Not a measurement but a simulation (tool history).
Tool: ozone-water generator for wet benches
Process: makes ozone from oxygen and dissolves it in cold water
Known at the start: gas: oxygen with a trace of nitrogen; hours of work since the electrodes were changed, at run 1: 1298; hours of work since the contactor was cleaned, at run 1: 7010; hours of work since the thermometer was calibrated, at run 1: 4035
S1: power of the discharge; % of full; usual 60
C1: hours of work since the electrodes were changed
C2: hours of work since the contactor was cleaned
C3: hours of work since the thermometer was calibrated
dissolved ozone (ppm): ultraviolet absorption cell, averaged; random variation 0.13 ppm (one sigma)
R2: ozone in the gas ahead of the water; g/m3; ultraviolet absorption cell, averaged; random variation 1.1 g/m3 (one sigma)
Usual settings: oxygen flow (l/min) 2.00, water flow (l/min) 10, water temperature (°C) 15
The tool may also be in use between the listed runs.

run 1 hour=0.0 | S1=60 oxygen_flow_(l/min)=2.00 water_flow_(l/min)=10 water_temperature_(°C)=15 | C1=1298 C2=7010 C3=4035 | dissolved_ozone_(ppm)=14.8 R2=198.4
run 2 hour=51.4 | S1=60 oxygen_flow_(l/min)=2.00 water_flow_(l/min)=10 water_temperature_(°C)=15 | C1=1339 C2=7051 C3=4076 | dissolved_ozone_(ppm)=14.6 R2=199.4
run 3 hour=110.2 | S1=60 oxygen_flow_(l/min)=2.00 water_flow_(l/min)=10 water_temperature_(°C)=15 | C1=1386 C2=7098 C3=4123 | dissolved_ozone_(ppm)=14.6 R2=197.0
run 4 hour=195.6 | S1=60 oxygen_flow_(l/min)=2.00 water_flow_(l/min)=10 water_temperature_(°C)=15 | C1=1454 C2=7167 C3=4192 | dissolved_ozone_(ppm)=14.7 R2=198.1
run 5 hour=281.5 | S1=60 oxygen_flow_(l/min)=2.00 water_flow_(l/min)=10 water_temperature_(°C)=12 | C1=1523 C2=7235 C3=4261 | dissolved_ozone_(ppm)=15.1 R2=197.3
run 6 hour=338.0 | S1=60 oxygen_flow_(l/min)=1.36 water_flow_(l/min)=10 water_temperature_(°C)=15 | C1=1568 C2=7281 C3=4306 | dissolved_ozone_(ppm)=14.5 R2=257.2
run 7 hour=435.7 | S1=60 oxygen_flow_(l/min)=1.36 water_flow_(l/min)=10 water_temperature_(°C)=15 | C1=1647 C2=7359 C3=4384 | dissolved_ozone_(ppm)=14.7 R2=258.7
run 8 hour=533.0 | S1=60 oxygen_flow_(l/min)=2.00 water_flow_(l/min)=15 water_temperature_(°C)=15 | C1=1724 C2=7437 C3=4462 | dissolved_ozone_(ppm)=9.9 R2=197.7
run 9 hour=626.3 | S1=60 oxygen_flow_(l/min)=3.37 water_flow_(l/min)=10 water_temperature_(°C)=15 | C1=1799 C2=7511 C3=4537 | dissolved_ozone_(ppm)=13.6 R2=139.2
run 10 hour=666.6 | S1=60 oxygen_flow_(l/min)=3.37 water_flow_(l/min)=10 water_temperature_(°C)=15 | C1=1831 C2=7544 C3=4569 | dissolved_ozone_(ppm)=13.9 R2=138.4
run 11 hour=720.2 | S1=60 oxygen_flow_(l/min)=3.37 water_flow_(l/min)=10 water_temperature_(°C)=15 | C1=1874 C2=7587 C3=4612 | dissolved_ozone_(ppm)=13.7 R2=140.5
run 12 hour=773.8 | S1=60 oxygen_flow_(l/min)=3.37 water_flow_(l/min)=10 water_temperature_(°C)=15 | C1=1917 C2=7630 C3=4655 | dissolved_ozone_(ppm)=13.5 R2=137.3
run 13 hour=868.3 | S1=67 oxygen_flow_(l/min)=1.71 water_flow_(l/min)=9 water_temperature_(°C)=10 | C1=1993 C2=7705 C3=4730 | dissolved_ozone_(ppm)=18.7 R2=242.0
run 14 hour=944.8 | S1=67 oxygen_flow_(l/min)=1.71 water_flow_(l/min)=9 water_temperature_(°C)=10 | C1=2054 C2=7767 C3=4792 | dissolved_ozone_(ppm)=18.6 R2=238.6
run 15 hour=985.8 | S1=62 oxygen_flow_(l/min)=1.61 water_flow_(l/min)=8 water_temperature_(°C)=12 | C1=2087 C2=7799 C3=4825 | dissolved_ozone_(ppm)=19.1 R2=234.8

Forecast run 16:
run 16 hour=1026.9 | S1=62 oxygen_flow_(l/min)=1.61 water_flow_(l/min)=8 water_temperature_(°C)=12 | C1=2120 C2=7832 C3=4858 | dissolved_ozone_(ppm)=? R2=?

dissolved ozone (ppm): 18.9
R2: 234.7 g/m3
Without the tool's hidden state the same run would have given dissolved ozone (ppm) 18.9, R2 234.8 g/m3.
